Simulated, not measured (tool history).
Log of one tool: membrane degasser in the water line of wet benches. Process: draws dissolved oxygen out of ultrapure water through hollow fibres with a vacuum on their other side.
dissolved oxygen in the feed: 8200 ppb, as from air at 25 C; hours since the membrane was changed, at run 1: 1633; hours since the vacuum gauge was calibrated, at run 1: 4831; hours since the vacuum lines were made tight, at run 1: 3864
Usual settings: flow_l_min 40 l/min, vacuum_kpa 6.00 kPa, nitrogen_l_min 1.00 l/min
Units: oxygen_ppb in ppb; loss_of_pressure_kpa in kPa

run	hour	flow_l_min	vacuum_kpa	nitrogen_l_min	hours since the membrane was changed	hours since the vacuum gauge was calibrated	hours since the vacuum lines were made tight	oxygen_ppb	loss_of_pressure_kpa
1	0.0	40	6.00	1.00	1633	4831	3864	588.4	70.93
2	39.5	27	6.00	1.00	1672	4870	3903	277.8	48.22
3	72.3	27	6.00	1.00	1705	4903	3936	275.6	48.12
4	125.0	27	3.98	1.00	1758	4956	3989	163.7	48.22
# hour 138.0: seals of the vacuum lines changed
5	165.9	27	3.98	1.00	1796	4995	28	163.8	48.24
6	209.9	27	3.98	1.00	1840	5039	72	165.3	48.02
7	261.5	40	6.00	0.64	1892	5090	124	671.9	70.86
8	304.2	40	5.74	0.64	1935	5133	166	644.9	71.36
9	333.5	40	6.00	1.00	1964	5162	195	569.9	71.62
10	383.8	40	6.00	1.00	2014	5213	246	575.6	71.62
11	414.3	40	6.00	1.00	2045	5243	276	574.3	71.47
12	446.8	40	6.00	1.00	2077	5276	309	584.0	71.92
13	499.6	40	6.00	0.44	2130	5328	362	761.3	71.11
14	526.1	40	6.00	1.00	2157	5355	388	578.2	71.66
15	560.9	25	6.00	1.00	2191	5390	423	237.8	44.68
16	587.2	25	6.00	1.00	2218	5416	449	243.2	44.77
17	640.4	38	9.43	2.66	2271	5469	502	503.1	68.37
18	668.4	38	9.43	2.66	2299	5497	530	503.4	68.22
19	719.1	38	9.43	2.66	2350	5548	581	507.6	68.20

Forecast run 20:
20	773.3	33	9.43	2.10	2404	5602	635	?	?

{"run 20": {"oxygen_ppb": 428.5, "loss_of_pressure_kpa": 59.41}}
Without the tool's hidden state the same run would have given oxygen_ppb 394.1 ppb, loss_of_pressure_kpa 57.41 kPa.
